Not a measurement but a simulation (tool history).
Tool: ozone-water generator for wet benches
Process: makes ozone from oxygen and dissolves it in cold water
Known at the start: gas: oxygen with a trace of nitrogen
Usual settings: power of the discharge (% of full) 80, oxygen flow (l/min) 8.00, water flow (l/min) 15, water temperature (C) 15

run    hour  power of the discharge (% of full)  oxygen flow (l/min)  water flow (l/min)  water temperature (C)  dissolved ozone (ppm)  ozone in the gas ahead of the water (g/m3)
  1     0.0                                  80                 8.00                  15                     15                   19.0                                       162.9
  2    99.9                                  80                 8.00                  15                     15                   18.9                                       164.4
  3   235.9                                  80                 8.00                  15                     15                   19.2                                       165.8
  4   310.6                                  80                 8.00                  15                     15                   19.0                                       164.1
      341.3  -- contactor cleaned
  5   397.4                                  80                 8.00                  15                     15                   18.8                                       164.4
  6   506.2                                  80                 8.00                  15                     15                   19.2                                       165.2
  7   617.8                                  80                 8.00                  15                     15                   19.3                                       164.7
  8   734.2                                  80                 8.00                  15                     15                   19.1                                       165.3
  9   852.7                                  80                 8.00                  15                     15                   19.2                                       163.6
 10   959.7                                  80                 8.00                  15                     15                   18.9                                       165.4
 11  1038.4                                  80                 8.00                  15                     15                   18.9                                       165.7
 12  1164.2                                  80                 8.00                  15                     15                   19.0                                       166.2
 13  1234.3                                  80                 8.00                  15                     15                   19.4                                       164.9
 14  1351.4                                  80                 8.00                  15                     15                   19.2                                       162.9
 15  1454.7                                  80                 8.00                  15                     15                   19.1                                       166.1
 16  1549.4                                  80                 8.00                  15                     15                   19.1                                       167.5
 17  1648.5                                  80                 8.00                  23                     10                   15.8                                       165.2
 18  1781.3                                  80                 4.04                  21                     10                   13.5                                       204.9
 19  1901.9                                  80                 4.04                  21                     17                   12.7                                       207.1
 20  1975.7                                  80                 8.00                  10                     12                   25.4                                       165.1
 21  2041.3                                  57                 9.68                  10                     12                   21.1                                       131.4
 22  2118.8                                  82                13.20                  17                     10                   20.4                                       143.7
 23  2184.7                                  66                 8.67                  15                     17                   16.6                                       147.1
 24  2286.1                                  80                13.15                  17                      8                   20.9                                       141.7
 25  2420.2                                  66                11.75                  23                     15                   13.5                                       133.9
 26  2489.4                                  66                13.55                  17                     11                   18.1                                       126.0
 27  2599.9                                  66                13.55                  12                     10                   21.7                                       129.6
 28  2691.7                                  66                 4.02                  17                     10                   15.1                                       188.6
 29  2810.9                                  66                 4.02                  17                     10                   14.8                                       187.5
 30  2933.0                                  66                 4.54                  17                      9                   15.4                                       181.1
 31  3027.4                                  66                12.63                  17                      9                   18.7                                       131.1
 32  3108.1                                  51                12.36                  17                      9                   16.1                                       116.2

The same runs without the tool's hidden state, with the same run-to-run variation:
The hidden state here: yield of the discharge, % of new electrodes'; contactor's efficiency, % of a clean one's; true water temperature over the reading, C; drift of the gauge itself on ozone_ppm, %; drift of the gauge itself on gas_g_m3, %.
run  ozone in the gas ahead of the water (g/m3)
  1                                       162.9
  2                                       164.3
  3                                       165.5
  4                                       163.7
  5                                       163.9
  6                                       164.6
  7                                       164.0
  8                                       164.4
  9                                       162.6
 10                                       164.3
 11                                       164.5
 12                                       164.8
 13                                       163.4
 14                                       161.3
 15                                       164.4
 16                                       165.7
 17                                       163.2
 18                                       202.3
 19                                       204.3
 20                                       162.7
 21                                       129.5
 22                                       141.5
 23                                       144.8
 24                                       139.4
 25                                       131.6
 26                                       123.8
 27                                       127.2
 28                                       185.0
 29                                       183.7
 30                                       177.3
 31                                       128.3
 32                                       113.7
dissolved ozone (ppm): within 0.1 of the measured result in every run.

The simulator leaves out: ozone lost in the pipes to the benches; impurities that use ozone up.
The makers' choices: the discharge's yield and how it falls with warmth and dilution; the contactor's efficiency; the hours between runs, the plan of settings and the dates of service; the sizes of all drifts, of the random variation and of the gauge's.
